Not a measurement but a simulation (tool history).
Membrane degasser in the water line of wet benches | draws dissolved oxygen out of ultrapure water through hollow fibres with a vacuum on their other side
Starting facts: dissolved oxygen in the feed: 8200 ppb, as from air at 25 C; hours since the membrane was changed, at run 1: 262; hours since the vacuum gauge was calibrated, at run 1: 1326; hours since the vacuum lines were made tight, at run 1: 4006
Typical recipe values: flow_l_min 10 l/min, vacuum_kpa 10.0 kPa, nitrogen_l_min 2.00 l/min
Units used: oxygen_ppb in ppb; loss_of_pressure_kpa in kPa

run,hour,flow_l_min,vacuum_kpa,nitrogen_l_min,hours since the membrane was changed,hours since the vacuum gauge was calibrated,hours since the vacuum lines were made tight,oxygen_ppb,loss_of_pressure_kpa
1,0.0,10,10.0,2.00,262,1326,4006,91.4,25.63
2,81.9,10,10.0,2.00,344,1408,4088,91.9,25.44
3,122.6,10,10.0,2.00,385,1449,4129,91.1,25.59
4,196.7,10,10.0,2.00,459,1523,4203,90.1,25.70
5,269.0,10,13.7,2.00,531,1595,4275,136.5,25.51
6,341.7,10,13.7,2.00,604,1668,4348,137.8,25.57
7,399.6,10,13.7,2.00,661,1726,4406,135.2,25.24
8,470.9,10,13.7,2.00,733,1797,4477,135.6,25.21
9,558.6,10,10.0,2.00,821,1885,4565,91.5,25.61
10,614.5,10,10.0,2.00,876,1941,4621,90.9,25.54
11,693.9,11,7.1,0.84,956,2020,4700,130.2,28.30
12,746.5,10,14.0,2.00,1008,2073,4753,141.3,25.86
13,845.0,10,14.0,2.00,1107,2171,4851,140.8,25.68
14,935.9,10,14.0,2.00,1198,2262,4942,141.1,25.71
15,990.3,10,16.4,1.75,1252,2317,4997,188.9,25.60
16,1035.6,10,16.4,1.75,1297,2362,5042,197.2,25.69
17,1114.6,14,16.4,1.75,1376,2441,5121,278.6,36.16
18,1201.1,13,7.0,5.11,1463,2527,5208,45.3,33.42

Predict each of these 4 candidate next runs independently; none follows another, all start after run 18:
A,1289.8,11,22.2,3.29,1552,2616,5296,?,?
B,1289.8,12,7.0,1.67,1552,2616,5296,?,?
C,1289.8,12,6.8,2.00,1552,2616,5296,?,?
D,1289.8,10,10.0,3.04,1552,2616,5296,?,?

run,oxygen_ppb,loss_of_pressure_kpa
A,169.3,28.25
B,83.1,31.05
C,68.9,30.87
D,64.1,25.58
The same runs, with their run-to-run variation unchanged, on a tool lacking any hidden condition would have given:
run,oxygen_ppb,loss_of_pressure_kpa
A,163.0,27.88
B,78.4,30.64
C,64.8,30.46
D,60.8,25.24
